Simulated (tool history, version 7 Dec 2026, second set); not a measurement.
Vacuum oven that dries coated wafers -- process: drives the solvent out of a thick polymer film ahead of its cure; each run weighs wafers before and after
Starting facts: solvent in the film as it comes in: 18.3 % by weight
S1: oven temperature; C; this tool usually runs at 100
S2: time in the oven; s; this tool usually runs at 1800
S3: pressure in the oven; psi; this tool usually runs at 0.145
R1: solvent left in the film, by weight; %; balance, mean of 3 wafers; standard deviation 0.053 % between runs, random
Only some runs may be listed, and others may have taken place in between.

run 1 day=0.000 | S1=100 S2=1800 S3=0.145 | R1=1.50
run 2 day=0.767 | S1=100 S2=1800 S3=0.145 | R1=1.44
run 3 day=1.246 | S1=94 S2=1800 S3=0.145 | R1=2.33
run 4 day=2.008 | S1=94 S2=1800 S3=0.145 | R1=2.45
run 5 day=2.417 | S1=100 S2=1080 S3=0.145 | R1=3.37
run 6 day=2.779 | S1=100 S2=1800 S3=0.405 | R1=2.50
run 7 day=3.233 | S1=100 S2=1800 S3=0.405 | R1=2.61
run 8 day=4.008 | S1=100 S2=2040 S3=0.145 | R1=1.18
run 9 day=4.529 | S1=100 S2=1800 S3=0.145 | R1=1.54
run 10 day=5.092 | S1=100 S2=1800 S3=0.145 | R1=1.63
-- day=5.221 vacuum gauge cleaned of residue and calibrated
run 11 day=5.792 | S1=100 S2=1800 S3=0.145 | R1=1.59
-- day=5.921 oven's thermocouples calibrated
run 12 day=6.496 | S1=100 S2=1800 S3=0.145 | R1=1.66
-- day=6.933 vacuum gauge cleaned of residue and calibrated, once more
run 13 day=6.992 | S1=100 S2=1620 S3=0.145 | R1=2.02
run 14 day=7.396 | S1=100 S2=1800 S3=0.145 | R1=1.57
run 15 day=8.112 | S1=100 S2=1800 S3=0.145 | R1=1.61
run 16 day=8.533 | S1=100 S2=1800 S3=0.145 | R1=1.55

The next listed run, before its measurement:
run 17 day=9.046 | S1=100 S2=1800 S3=0.145 | R1=?

R1: 1.67 %
Were there no unlogged condition in the tool, this run, its random variation unchanged, would have produced R1 1.69 %.
